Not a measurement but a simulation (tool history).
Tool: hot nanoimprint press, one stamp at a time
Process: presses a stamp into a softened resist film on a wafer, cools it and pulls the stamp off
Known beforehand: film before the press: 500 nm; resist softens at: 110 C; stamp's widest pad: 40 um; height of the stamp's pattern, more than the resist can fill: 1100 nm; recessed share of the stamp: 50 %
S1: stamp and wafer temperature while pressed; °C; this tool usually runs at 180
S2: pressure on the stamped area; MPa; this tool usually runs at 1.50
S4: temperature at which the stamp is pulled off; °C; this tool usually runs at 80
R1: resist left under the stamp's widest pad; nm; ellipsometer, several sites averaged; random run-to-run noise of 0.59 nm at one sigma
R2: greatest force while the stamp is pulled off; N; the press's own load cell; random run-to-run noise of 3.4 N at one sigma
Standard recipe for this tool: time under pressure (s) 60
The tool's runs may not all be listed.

Run 1, hour 0.0: usual settings. Result: R1 299.4 nm, R2 234 N.
Run 2, hour 38.5: usual settings. Result: R1 298.5 nm, R2 242 N.
Run 3, hour 76.2: usual settings. Result: R1 297.6 nm, R2 241 N.
Run 4, hour 108.9: usual settings. Result: R1 298.5 nm, R2 243 N.
At hour 141.2: stamp cleaned and given a new release coat.
Run 5, hour 146.7: usual settings but S1 176 °C. Result: R1 324.1 nm, R2 238 N.
Run 6, hour 178.2: usual settings but S2 1.08 MPa, time under pressure (s) 53. Result: R1 348.2 nm, R2 236 N.

Run 7 comes next. What will it give?
Run 7, hour 219.3: usual settings but S1 188 °C, S4 75 °C. Result: R1 ?, R2 ?.

R1: 246.9 nm
R2: 260 N
On a tool with no hidden condition, and with the same random variation, this run would have come out at R1 248.8 nm, R2 260 N.
